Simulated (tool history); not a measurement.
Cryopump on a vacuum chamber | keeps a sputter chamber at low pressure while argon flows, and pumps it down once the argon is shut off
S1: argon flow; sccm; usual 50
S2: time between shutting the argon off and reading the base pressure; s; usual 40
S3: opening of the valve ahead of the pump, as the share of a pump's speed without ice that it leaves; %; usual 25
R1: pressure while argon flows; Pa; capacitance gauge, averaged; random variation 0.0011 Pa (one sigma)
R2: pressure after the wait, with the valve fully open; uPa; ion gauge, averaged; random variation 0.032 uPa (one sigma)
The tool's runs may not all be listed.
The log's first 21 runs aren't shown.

run,hour,S1,S2,S3,R1,R2
22,501.7,72,240,25,0.363,0.61
23,516.8,72,240,25,0.3603,0.62
24,549,72,240,25,0.3618,0.65
25,564.3,34,40,21,0.2027,1.85
26,578,87,40,25,0.4401,1.84
27,604.4,59,65,25,0.2971,1.32
28,625.4,86,196,25,0.4348,0.66
29,644.2,36,21,36,0.1285,3.21
30,662.4,28,136,58,0.065,0.87
31,680.8,28,136,58,0.0658,0.83
32,697.9,50,24,22,0.2864,2.95
33,724.5,21,222,33,0.0817,0.73
34,758.2,58,246,21,0.3455,0.71

Forecast each of these 4 alternatives for the next run:
A,786.5,50,72,25,?,?
B,786.5,41,242,32,?,?
C,786.5,43,130,21,?,?
D,786.5,63,51,21,?,?

run,R1,R2
A,0.2555,1.25
B,0.1647,0.71
C,0.2577,0.94
D,0.3794,1.58
Without the tool's hidden state the same runs would have given:
run,R1,R2
A,0.242,1.01
B,0.1537,0.46
C,0.2461,0.69
D,0.3625,1.34
